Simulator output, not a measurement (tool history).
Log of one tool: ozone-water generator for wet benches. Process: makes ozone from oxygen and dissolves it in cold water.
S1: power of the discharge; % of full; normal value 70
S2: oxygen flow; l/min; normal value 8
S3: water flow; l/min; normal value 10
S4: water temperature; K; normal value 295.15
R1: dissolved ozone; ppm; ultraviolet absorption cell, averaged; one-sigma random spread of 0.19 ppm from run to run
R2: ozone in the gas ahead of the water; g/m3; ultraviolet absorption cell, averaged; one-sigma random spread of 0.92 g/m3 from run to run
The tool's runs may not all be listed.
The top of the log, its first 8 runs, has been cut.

run	day	S1	S2	S3	S4	R1	R2
9	10.896	70	10.3	10	295.15	25.2	133.3
10	12.029	44	10.3	10	295.15	18.5	94.8
11	12.783	44	10.3	10	295.15	18	96.3
12	14.108	44	10.3	10	295.15	18.1	96.7
13	15.062	70	8	10	295.15	27.4	154.3
14	16.696	72	8	10	295.15	27.8	155.5
15	17.854	70	8	10	295.15	27.3	151.6
16	18.671	70	8	10	295.15	27.4	151.5
17	20.192	47	8	10	295.15	20.7	114.4
18	21.242	80	13.51	10	288.15	30.4	123.1
19	22.958	91	6.07	8	289.15	45.3	213.9
20	24.35	91	6.07	8	289.15	45.1	215.2
21	25.467	60	8.09	10	295.15	24.4	135.4
22	26.662	60	8.09	8	295.15	26.8	136.8
23	27.55	60	8.09	8	295.15	27	134.7
24	28.854	42	8	10	295.15	19.2	104.7
25	29.662	42	8	10	295.15	19.2	105.3
26	31.333	42	8	10	295.15	19.1	105.5
27	32.608	60	8.94	10	289.15	27.5	127.8
28	34.288	86	8	8	295.15	34.8	171.4
29	35.362	98	12.99	10	298.15	27.3	145.9
30	36.483	70	9.05	10	295.15	26.4	139.9

Estimate the outcome of run 31 from the log above:
# day 36.908: gauge calibrated
31	37.679	70	8	10	297.15	?	?

R1: 26.2 ppm
R2: 153.5 g/m3
With the hidden condition absent and the run-to-run variation left alone, this run would have shown R1 26.2 ppm, R2 153.6 g/m3.

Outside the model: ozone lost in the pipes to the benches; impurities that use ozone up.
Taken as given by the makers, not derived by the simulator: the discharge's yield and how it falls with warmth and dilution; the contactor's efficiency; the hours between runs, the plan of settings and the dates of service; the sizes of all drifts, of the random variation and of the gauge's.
